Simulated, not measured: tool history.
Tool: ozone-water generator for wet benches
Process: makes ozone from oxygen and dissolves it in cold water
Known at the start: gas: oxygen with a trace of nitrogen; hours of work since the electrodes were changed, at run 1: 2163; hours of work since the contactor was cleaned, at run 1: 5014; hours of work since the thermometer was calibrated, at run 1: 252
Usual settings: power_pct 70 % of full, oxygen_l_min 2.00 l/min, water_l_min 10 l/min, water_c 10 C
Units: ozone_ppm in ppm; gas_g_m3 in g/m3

run      day  power_pct  oxygen_l_min  water_l_min  water_c  hours of work since the electrodes were changed  hours of work since the contactor was cleaned  hours of work since the thermometer was calibrated  ozone_ppm  gas_g_m3
  1    0.000         70          2.00           10       10                                             2163                                           5014                                                 252       21.0     199.8
  2    6.458         80          2.00           10       10                                             2301                                           5151                                                 390       22.4     210.1
  3   10.550         80          2.00           10       10                                             2388                                           5239                                                 477       22.4     212.7
  4   15.608         70          2.00           10       10                                             2495                                           5346                                                 585       21.0     199.9
  5   19.517         70          2.00           10        7                                             2579                                           5430                                                 668       21.4     197.5
  6   25.167         70          2.00           10        7                                             2699                                           5550                                                 788       21.2     197.4
  7   28.796         70          2.00           10        7                                             2776                                           5627                                                 866       21.4     196.6
  8   33.996         70          2.00           10        7                                             2887                                           5738                                                 976       21.1     199.5
  9   37.892         70          2.00           10        7                                             2970                                           5821                                                1059       21.4     198.5
 10   41.350         48          2.00           10        7                                             3044                                           5895                                                1133       17.6     164.9
 11   45.925         48          2.00           10        7                                             3141                                           5992                                                1231       17.6     163.7
 12   49.154         70          2.00           10       10                                             3210                                           6061                                                1299       20.6     195.6
 13   52.946         70          2.00           14       10                                             3291                                           6142                                                1380       14.7     197.2
 14   58.938         70          2.00           14       10                                             3419                                           6270                                                1508       14.8     195.6
 15   64.871         70          2.00           14       10                                             3545                                           6396                                                1634       14.6     197.7
 16   69.554         70          2.00           14       10                                             3645                                           6496                                                1734       14.6     196.7
      70.050  -- water thermometer calibrated
 17   73.671         63          1.16           10       11                                             3732                                           6583                                                  77       15.3     222.1
 18   78.075         70          1.17           10       10                                             3826                                           6677                                                 171       16.4     232.8
 19   82.358         70          2.41           12       10                                             3917                                           6768                                                 262       18.2     187.8
 20   86.550         60          2.40            7       11                                             4007                                           6858                                                 352       26.3     170.9
      87.392  -- water thermometer calibrated, once more
 21   91.604         74          1.05            7       18                                             4114                                           6965                                                  90       21.1     245.5
 22   98.400         59          3.11           10       14                                             4259                                           7110                                                 235       20.2     157.2
 23  102.383         59          2.74            7        8                                             4344                                           7195                                                 319       28.3     159.6
 24  107.329         54          1.80           10       10                                             4449                                           7300                                                 425       16.9     175.6

Forecast each of these 4 alternatives for the next run:
  A  110.475         46          2.00           12       10                                             4516                                           7367                                                 492          ?         ?
  B  110.475         70          2.00           10       10                                             4516                                           7367                                                 492          ?         ?
  C  110.475         54          1.78           14       10                                             4516                                           7367                                                 492          ?         ?
  D  110.475         43          3.13           10       10                                             4516                                           7367                                                 492          ?         ?

run  ozone_ppm  gas_g_m3
  A       13.7     158.2
  B       20.2     193.7
  C       12.0     176.2
  D       18.0     132.5
Without the tool's hidden state the same runs would have given:
run  ozone_ppm  gas_g_m3
  A       14.9     164.5
  B       22.2     203.6
  C       13.2     184.0
  D       19.6     137.5
